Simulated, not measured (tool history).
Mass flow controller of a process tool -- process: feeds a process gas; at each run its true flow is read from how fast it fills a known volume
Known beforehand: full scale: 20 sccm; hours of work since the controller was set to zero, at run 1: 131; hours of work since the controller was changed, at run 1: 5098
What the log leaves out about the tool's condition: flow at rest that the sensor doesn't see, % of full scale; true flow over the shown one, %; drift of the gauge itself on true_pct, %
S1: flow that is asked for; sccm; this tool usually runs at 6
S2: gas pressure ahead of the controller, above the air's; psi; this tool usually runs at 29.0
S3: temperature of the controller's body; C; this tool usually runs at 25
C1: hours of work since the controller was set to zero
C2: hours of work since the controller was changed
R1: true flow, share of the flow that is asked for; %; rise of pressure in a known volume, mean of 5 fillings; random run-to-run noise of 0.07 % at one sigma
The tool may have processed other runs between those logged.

{"run": 1, "day": 0.0, "S1": 6, "S2": 29.0, "S3": 25, "C1": 131, "C2": 5098, "R1": 97.49}
{"run": 2, "day": 10.092, "S1": 6, "S2": 29.0, "S3": 25, "C1": 284, "C2": 5252, "R1": 97.73}
{"run": 3, "day": 18.038, "S1": 6, "S2": 29.0, "S3": 25, "C1": 405, "C2": 5372, "R1": 97.75}
{"run": 4, "day": 25.85, "S1": 6, "S2": 29.0, "S3": 33, "C1": 524, "C2": 5491, "R1": 97.08}
{"run": 5, "day": 35.975, "S1": 6, "S2": 29.0, "S3": 33, "C1": 678, "C2": 5645, "R1": 97.07}
{"run": 6, "day": 43.658, "S1": 6, "S2": 35.5, "S3": 33, "C1": 795, "C2": 5762, "R1": 97.11}
{"day": 45.971, "done": "controller exchanged for a calibrated one"}
{"run": 7, "day": 52.317, "S1": 6, "S2": 29.0, "S3": 25, "C1": 96, "C2": 96, "R1": 98.31}
{"run": 8, "day": 63.004, "S1": 6, "S2": 29.0, "S3": 25, "C1": 259, "C2": 259, "R1": 98.4}
{"run": 9, "day": 73.625, "S1": 6, "S2": 29.0, "S3": 25, "C1": 420, "C2": 420, "R1": 98.57}
{"run": 10, "day": 80.35, "S1": 6, "S2": 29.0, "S3": 20, "C1": 523, "C2": 523, "R1": 99.26}
{"run": 11, "day": 85.212, "S1": 6, "S2": 32.3, "S3": 25, "C1": 597, "C2": 597, "R1": 98.67}
{"run": 12, "day": 95.092, "S1": 6, "S2": 29.0, "S3": 25, "C1": 747, "C2": 747, "R1": 98.82}
{"run": 13, "day": 105.104, "S1": 6, "S2": 29.0, "S3": 25, "C1": 899, "C2": 899, "R1": 98.96}
{"run": 14, "day": 116.775, "S1": 6, "S2": 37.7, "S3": 25, "C1": 1076, "C2": 1076, "R1": 98.85}
{"run": 15, "day": 124.617, "S1": 6, "S2": 37.7, "S3": 23, "C1": 1196, "C2": 1196, "R1": 99.18}
{"run": 16, "day": 134.254, "S1": 3, "S2": 31.5, "S3": 31, "C1": 1342, "C2": 1342, "R1": 98.07}
{"run": 17, "day": 140.9, "S1": 2, "S2": 22.5, "S3": 21, "C1": 1443, "C2": 1443, "R1": 99.39}
{"run": 18, "day": 145.954, "S1": 7, "S2": 22.9, "S3": 27, "C1": 1520, "C2": 1520, "R1": 99.87}
{"run": 19, "day": 152.938, "S1": 11, "S2": 22.2, "S3": 31, "C1": 1626, "C2": 1626, "R1": 100.13}
{"run": 20, "day": 159.396, "S1": 16, "S2": 26.5, "S3": 31, "C1": 1724, "C2": 1724, "R1": 101.02}
{"run": 21, "day": 171.325, "S1": 16, "S2": 26.5, "S3": 31, "C1": 1906, "C2": 1906, "R1": 101.05}
{"run": 22, "day": 179.608, "S1": 6, "S2": 29.0, "S3": 36, "C1": 2032, "C2": 2032, "R1": 98.82}
{"day": 187.333, "done": "gauge calibrated"}
{"run": 23, "day": 189.225, "S1": 6, "S2": 28.4, "S3": 36, "C1": 2178, "C2": 2178, "R1": 96.48}
{"run": 24, "day": 194.525, "S1": 6, "S2": 28.4, "S3": 36, "C1": 2259, "C2": 2259, "R1": 96.6}
{"run": 25, "day": 200.729, "S1": 5, "S2": 21.3, "S3": 26, "C1": 2353, "C2": 2353, "R1": 97.79}
{"run": 26, "day": 205.904, "S1": 4, "S2": 21.6, "S3": 27, "C1": 2432, "C2": 2432, "R1": 97.69}
{"run": 27, "day": 217.404, "S1": 4, "S2": 21.6, "S3": 27, "C1": 2606, "C2": 2606, "R1": 97.69}
{"run": 28, "day": 224.55, "S1": 4, "S2": 21.6, "S3": 27, "C1": 2715, "C2": 2715, "R1": 97.87}
{"run": 29, "day": 232.229, "S1": 2, "S2": 21.6, "S3": 27, "C1": 2832, "C2": 2832, "R1": 97.57}
{"run": 30, "day": 237.425, "S1": 3, "S2": 34.2, "S3": 24, "C1": 2911, "C2": 2911, "R1": 97.72}

Predict each of these 4 candidate next runs independently; none follows another, all start after run 30:
{"run": "A", "day": 242.304, "S1": 5, "S2": 30.3, "S3": 25, "C1": 2985, "C2": 2985, "R1": "?"}
{"run": "B", "day": 242.304, "S1": 3, "S2": 27.8, "S3": 31, "C1": 2985, "C2": 2985, "R1": "?"}
{"run": "C", "day": 242.304, "S1": 6, "S2": 29.0, "S3": 31, "C1": 2985, "C2": 2985, "R1": "?"}
{"run": "D", "day": 242.304, "S1": 7, "S2": 29.0, "S3": 26, "C1": 2985, "C2": 2985, "R1": "?"}

run=A R1=98.21
run=B R1=97.17
run=C R1=97.72
run=D R1=98.45
With the hidden condition removed and each run's random variation left untouched, the same runs would have given:
run=A R1=97.48
run=B R1=96.45
run=C R1=96.99
run=D R1=97.71
